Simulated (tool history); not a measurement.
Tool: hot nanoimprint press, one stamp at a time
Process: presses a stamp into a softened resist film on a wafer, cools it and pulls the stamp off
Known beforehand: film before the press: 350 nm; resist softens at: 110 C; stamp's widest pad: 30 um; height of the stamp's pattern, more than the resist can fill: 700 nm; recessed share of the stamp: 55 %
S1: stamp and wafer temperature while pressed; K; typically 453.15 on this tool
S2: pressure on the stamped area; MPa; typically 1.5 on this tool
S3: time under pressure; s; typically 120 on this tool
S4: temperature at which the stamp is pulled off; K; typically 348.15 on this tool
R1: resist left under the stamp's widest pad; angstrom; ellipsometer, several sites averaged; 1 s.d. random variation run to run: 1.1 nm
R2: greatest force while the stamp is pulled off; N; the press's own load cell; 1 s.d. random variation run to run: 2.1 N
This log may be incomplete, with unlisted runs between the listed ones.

run 1 hour=0 | S1=453.15 S2=1.5 S3=120 S4=348.15 | R1=1684 R2=95
run 2 hour=20.7 | S1=453.15 S2=1.5 S3=120 S4=348.15 | R1=1700 R2=96
run 3 hour=53.8 | S1=453.15 S2=1.6 S3=120 S4=348.15 | R1=1646 R2=96
run 4 hour=92.2 | S1=453.15 S2=1.6 S3=120 S4=348.15 | R1=1667 R2=102
run 5 hour=112.6 | S1=453.15 S2=1.6 S3=120 S4=348.15 | R1=1688 R2=104
-- hour=118.5 plate thermocouple calibrated
run 6 hour=141.3 | S1=453.15 S2=1.6 S3=120 S4=348.15 | R1=1605 R2=100
run 7 hour=169.8 | S1=453.15 S2=1.5 S3=120 S4=348.15 | R1=1653 R2=104
run 8 hour=202.3 | S1=453.15 S2=1.5 S3=120 S4=348.15 | R1=1658 R2=110
run 9 hour=238.3 | S1=453.15 S2=1.5 S3=120 S4=348.15 | R1=1660 R2=113
run 10 hour=258.3 | S1=453.15 S2=1.5 S3=120 S4=348.15 | R1=1640 R2=111
run 11 hour=280.5 | S1=453.15 S2=1.5 S3=120 S4=348.15 | R1=1675 R2=115
run 12 hour=302.5 | S1=453.15 S2=1.5 S3=120 S4=348.15 | R1=1670 R2=114
run 13 hour=331.6 | S1=453.15 S2=1.5 S3=120 S4=348.15 | R1=1675 R2=120
run 14 hour=349.6 | S1=453.15 S2=1.5 S3=120 S4=348.15 | R1=1696 R2=122
run 15 hour=368 | S1=453.15 S2=1.5 S3=120 S4=348.15 | R1=1682 R2=122
run 16 hour=386.6 | S1=453.15 S2=1.5 S3=120 S4=348.15 | R1=1714 R2=127
run 17 hour=408.4 | S1=453.15 S2=1.96 S3=120 S4=342.15 | R1=1522 R2=139
run 18 hour=424.5 | S1=453.15 S2=1.11 S3=119 S4=348.15 | R1=1916 R2=126

Forecast run 19:
-- hour=453.3 stamp cleaned and given a new release coat
run 19 hour=462.3 | S1=453.15 S2=1.5 S3=227 S4=339.15 | R1=? R2=?

{"run 19": {"R1": 1319, "R2": 107}}
With the hidden condition absent and the run-to-run variation left alone, this run would have shown R1 1223 angstrom, R2 105 N.

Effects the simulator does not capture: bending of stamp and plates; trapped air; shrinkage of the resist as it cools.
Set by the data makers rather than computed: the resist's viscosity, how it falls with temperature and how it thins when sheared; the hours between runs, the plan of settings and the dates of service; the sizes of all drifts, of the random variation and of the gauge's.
